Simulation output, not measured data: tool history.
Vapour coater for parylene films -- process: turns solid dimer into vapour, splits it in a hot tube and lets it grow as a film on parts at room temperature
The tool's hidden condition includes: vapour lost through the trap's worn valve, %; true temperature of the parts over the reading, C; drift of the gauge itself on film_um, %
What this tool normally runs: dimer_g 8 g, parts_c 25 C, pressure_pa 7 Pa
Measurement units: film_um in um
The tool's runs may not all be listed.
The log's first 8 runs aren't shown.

run	hour	dimer_g	parts_c	pressure_pa	hours of work since the trap's valve was overhauled	hours of work since the table's thermometer was calibrated	film_um
9	112.3	11	25	7	107	235	5.68
10	129	11	25	7	116	243	5.79
11	138.7	9	25	7	121	248	4.73
12	159.1	3	25	7	131	258	1.56
13	174.6	3	25	3.69	139	266	1.6
14	193.1	3	25	11.48	148	276	1.49
15	206.7	8	25	7	155	283	4.14
16	228.1	8	33	7	166	293	3.72
17	237.8	8	25	5.51	171	298	4.18
18	247.7	8	25	7	176	303	4.14
19	271.2	8	25	7	188	315	4.13
20	291.7	8	25	7	198	326	4.09
21	303.7	8	25	7	204	332	4.1
22	317.6	8	25	7	211	339	4.13
23	337.5	8	25	8.3	221	349	4.05
24	351.2	7	25	8.3	228	356	3.56
25	369	7	28	3.81	237	365	3.62
26	383.6	7	28	3.81	245	372	3.65
27	400.5	10	25	8.2	253	381	4.95
28	419.4	10	25	8.2	263	390	4.98
29	432.5	10	25	8.2	270	397	4.99
30	454.4	4	17	3.73	281	408	2.4
31	474.8	10	18	2.53	291	419	6.19
# hour 487.1: trap's valve overhauled
32	501.9	10	18	2.53	8	430	6.4

Predict the results of run 33:
33	521.2	10	18	2.53	17	440	?

{"run 33": {"film_um": 6.42}}
The same run, on a tool lacking any hidden state, would have yielded film_um 6.41 um.
